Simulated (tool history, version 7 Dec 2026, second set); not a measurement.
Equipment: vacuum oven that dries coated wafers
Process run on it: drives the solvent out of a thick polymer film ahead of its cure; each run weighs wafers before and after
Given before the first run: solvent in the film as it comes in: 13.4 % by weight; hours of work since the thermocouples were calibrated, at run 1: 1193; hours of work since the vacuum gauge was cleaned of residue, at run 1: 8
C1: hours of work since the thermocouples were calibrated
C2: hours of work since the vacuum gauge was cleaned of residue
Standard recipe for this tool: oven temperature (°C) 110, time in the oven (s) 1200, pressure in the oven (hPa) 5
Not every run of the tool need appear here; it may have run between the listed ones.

run 1 hour=0 | oven_temperature_(°C)=110 time_in_the_oven_(s)=1200 pressure_in_the_oven_(hPa)=5 | C1=1193 C2=8 | solvent_left_in_the_film_(%)=1.35
run 2 hour=7.3 | oven_temperature_(°C)=110 time_in_the_oven_(s)=1200 pressure_in_the_oven_(hPa)=4.35 | C1=1196 C2=11 | solvent_left_in_the_film_(%)=1.26
run 3 hour=18.6 | oven_temperature_(°C)=110 time_in_the_oven_(s)=1200 pressure_in_the_oven_(hPa)=4.35 | C1=1201 C2=16 | solvent_left_in_the_film_(%)=1.26
run 4 hour=29.1 | oven_temperature_(°C)=110 time_in_the_oven_(s)=1200 pressure_in_the_oven_(hPa)=3.67 | C1=1206 C2=20 | solvent_left_in_the_film_(%)=1.2
run 5 hour=47 | oven_temperature_(°C)=110 time_in_the_oven_(s)=840 pressure_in_the_oven_(hPa)=5 | C1=1213 C2=28 | solvent_left_in_the_film_(%)=2.33
run 6 hour=63.4 | oven_temperature_(°C)=110 time_in_the_oven_(s)=840 pressure_in_the_oven_(hPa)=5 | C1=1220 C2=35 | solvent_left_in_the_film_(%)=2.28
run 7 hour=74.4 | oven_temperature_(°C)=110 time_in_the_oven_(s)=840 pressure_in_the_oven_(hPa)=5 | C1=1225 C2=40 | solvent_left_in_the_film_(%)=2.36
run 8 hour=85 | oven_temperature_(°C)=110 time_in_the_oven_(s)=1200 pressure_in_the_oven_(hPa)=5 | C1=1230 C2=44 | solvent_left_in_the_film_(%)=1.28
run 9 hour=102.6 | oven_temperature_(°C)=110 time_in_the_oven_(s)=1200 pressure_in_the_oven_(hPa)=5 | C1=1237 C2=52 | solvent_left_in_the_film_(%)=1.31
run 10 hour=110.3 | oven_temperature_(°C)=110 time_in_the_oven_(s)=1680 pressure_in_the_oven_(hPa)=5 | C1=1240 C2=55 | solvent_left_in_the_film_(%)=0.78
run 11 hour=126 | oven_temperature_(°C)=110 time_in_the_oven_(s)=1680 pressure_in_the_oven_(hPa)=5 | C1=1247 C2=62 | solvent_left_in_the_film_(%)=0.81
run 12 hour=140.9 | oven_temperature_(°C)=110 time_in_the_oven_(s)=1680 pressure_in_the_oven_(hPa)=5 | C1=1254 C2=68 | solvent_left_in_the_film_(%)=0.79
run 13 hour=152.7 | oven_temperature_(°C)=110 time_in_the_oven_(s)=1680 pressure_in_the_oven_(hPa)=5 | C1=1259 C2=73 | solvent_left_in_the_film_(%)=0.85
run 14 hour=169.6 | oven_temperature_(°C)=110 time_in_the_oven_(s)=1680 pressure_in_the_oven_(hPa)=5 | C1=1266 C2=81 | solvent_left_in_the_film_(%)=0.74
run 15 hour=186.5 | oven_temperature_(°C)=123 time_in_the_oven_(s)=1200 pressure_in_the_oven_(hPa)=5 | C1=1273 C2=88 | solvent_left_in_the_film_(%)=0.53
run 16 hour=200.9 | oven_temperature_(°C)=123 time_in_the_oven_(s)=1200 pressure_in_the_oven_(hPa)=5 | C1=1279 C2=94 | solvent_left_in_the_film_(%)=0.47
run 17 hour=210.9 | oven_temperature_(°C)=123 time_in_the_oven_(s)=1200 pressure_in_the_oven_(hPa)=5 | C1=1283 C2=98 | solvent_left_in_the_film_(%)=0.44
run 18 hour=220.2 | oven_temperature_(°C)=117 time_in_the_oven_(s)=1200 pressure_in_the_oven_(hPa)=8.37 | C1=1287 C2=102 | solvent_left_in_the_film_(%)=1.08
-- hour=223.2 oven's thermocouples calibrated
run 19 hour=232.6 | oven_temperature_(°C)=110 time_in_the_oven_(s)=960 pressure_in_the_oven_(hPa)=5 | C1=4 C2=107 | solvent_left_in_the_film_(%)=2.05
run 20 hour=247.7 | oven_temperature_(°C)=109 time_in_the_oven_(s)=1200 pressure_in_the_oven_(hPa)=2.81 | C1=11 C2=113 | solvent_left_in_the_film_(%)=1.47
run 21 hour=258.2 | oven_temperature_(°C)=109 time_in_the_oven_(s)=1200 pressure_in_the_oven_(hPa)=2.81 | C1=15 C2=118 | solvent_left_in_the_film_(%)=1.29
run 22 hour=268.7 | oven_temperature_(°C)=103 time_in_the_oven_(s)=1980 pressure_in_the_oven_(hPa)=7.9 | C1=20 C2=122 | solvent_left_in_the_film_(%)=1.47
run 23 hour=283.7 | oven_temperature_(°C)=114 time_in_the_oven_(s)=1440 pressure_in_the_oven_(hPa)=17.71 | C1=26 C2=129 | solvent_left_in_the_film_(%)=1.71
run 24 hour=292.1 | oven_temperature_(°C)=114 time_in_the_oven_(s)=1440 pressure_in_the_oven_(hPa)=17.71 | C1=30 C2=132 | solvent_left_in_the_film_(%)=1.78
run 25 hour=307.8 | oven_temperature_(°C)=110 time_in_the_oven_(s)=1560 pressure_in_the_oven_(hPa)=4.42 | C1=36 C2=139 | solvent_left_in_the_film_(%)=0.91
-- hour=314.6 oven's thermocouples calibrated, once more
run 26 hour=317.6 | oven_temperature_(°C)=110 time_in_the_oven_(s)=1680 pressure_in_the_oven_(hPa)=19.75 | C1=1 C2=142 | solvent_left_in_the_film_(%)=1.75
run 27 hour=327.7 | oven_temperature_(°C)=110 time_in_the_oven_(s)=1200 pressure_in_the_oven_(hPa)=6.82 | C1=6 C2=147 | solvent_left_in_the_film_(%)=1.08
run 28 hour=342.8 | oven_temperature_(°C)=98 time_in_the_oven_(s)=600 pressure_in_the_oven_(hPa)=3.52 | C1=12 C2=153 | solvent_left_in_the_film_(%)=4.68
run 29 hour=355.9 | oven_temperature_(°C)=98 time_in_the_oven_(s)=600 pressure_in_the_oven_(hPa)=3.52 | C1=18 C2=159 | solvent_left_in_the_film_(%)=4.67
run 30 hour=365.2 | oven_temperature_(°C)=98 time_in_the_oven_(s)=600 pressure_in_the_oven_(hPa)=3.52 | C1=22 C2=163 | solvent_left_in_the_film_(%)=4.84

What does the tool deliver on the next run?
run 31 hour=382.3 | oven_temperature_(°C)=106 time_in_the_oven_(s)=1860 pressure_in_the_oven_(hPa)=4.52 | C1=29 C2=170 | solvent_left_in_the_film_(%)=?

solvent left in the film (%): 0.66
With no hidden state in the tool, this same run would have given solvent left in the film (%) 0.62.
